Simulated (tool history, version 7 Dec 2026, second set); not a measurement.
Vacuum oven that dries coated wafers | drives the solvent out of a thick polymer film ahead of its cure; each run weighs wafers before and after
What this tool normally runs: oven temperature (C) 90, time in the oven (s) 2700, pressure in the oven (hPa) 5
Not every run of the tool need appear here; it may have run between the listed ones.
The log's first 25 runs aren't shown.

| run | hour | oven temperature (C) | time in the oven (s) | pressure in the oven (hPa) | hours of work since the thermocouples were calibrated | hours of work since the vacuum gauge was cleaned of residue | solvent left in the film (%) |
|---|---|---|---|---|---|---|---|
| 26 | 259 | 93 | 1920 | 3.9 | 8 | 576 | 2.31 |
| 27 | 267.9 | 93 | 1920 | 3.9 | 14 | 583 | 2.34 |
| 28 | 276.5 | 89 | 3660 | 5.04 | 21 | 589 | 0.84 |
| 29 | 289.8 | 104 | 1740 | 6.07 | 31 | 599 | 0.93 |
| 30 | 299 | 104 | 1740 | 6.07 | 38 | 606 | 0.93 |
| 31 | 312 | 104 | 1740 | 6.07 | 48 | 616 | 0.94 |
| 32 | 324.9 | 79 | 2700 | 3.52 | 58 | 626 | 4.17 |
| 33 | 333.9 | 79 | 2700 | 3.52 | 65 | 633 | 4.17 |
| 34 | 340.6 | 78 | 1740 | 7.74 | 70 | 638 | 7.66 |
| 35 | 347.4 | 92 | 1320 | 7.74 | 75 | 643 | 4.82 |
| 36 | 356.8 | 83 | 4380 | 5 | 82 | 650 | 1.19 |
| 37 | 367.2 | 83 | 4380 | 5 | 90 | 658 | 1.16 |
| 38 | 380.6 | 103 | 2700 | 5 | 100 | 668 | 0.31 |
| 39 | 390.3 | 92 | 1680 | 10.12 | 107 | 675 | 3.46 |
| 40 | 403.1 | 99 | 2040 | 10.19 | 117 | 685 | 1.27 |
| 41 | 414.5 | 90 | 2700 | 10.41 | 126 | 694 | 1.81 |
| 42 | 424.9 | 86 | 3840 | 10.41 | 134 | 702 | 1.38 |
| 43 | 436.5 | 87 | 3240 | 15.76 | 142 | 711 | 1.95 |
| 44 | 449.7 | 81 | 2940 | 3.05 | 152 | 721 | 3.1 |
| 45 | 463.3 | 93 | 3720 | 3.79 | 163 | 731 | 0.49 |
| 46 | 469.9 | 88 | 2280 | 9.56 | 168 | 736 | 2.88 |

Branching from run 46: 4 alternative next runs. What would each branch give?
| A | 480 | 87 | 3060 | 17.86 | 175 | 744 | ? |
| B | 480 | 90 | 2700 | 5.99 | 175 | 744 | ? |
| C | 480 | 90 | 2700 | 9.24 | 175 | 744 | ? |
| D | 480 | 91 | 2700 | 13.94 | 175 | 744 | ? |

| run | solvent left in the film (%) |
|---|---|
| A | 2.22 |
| B | 1.64 |
| C | 1.77 |
| D | 1.75 |
Stripped of hidden state, with their random variation kept, the same runs would have yielded:
| run | solvent left in the film (%) |
|---|---|
| A | 2.1 |
| B | 1.52 |
| C | 1.65 |
| D | 1.64 |

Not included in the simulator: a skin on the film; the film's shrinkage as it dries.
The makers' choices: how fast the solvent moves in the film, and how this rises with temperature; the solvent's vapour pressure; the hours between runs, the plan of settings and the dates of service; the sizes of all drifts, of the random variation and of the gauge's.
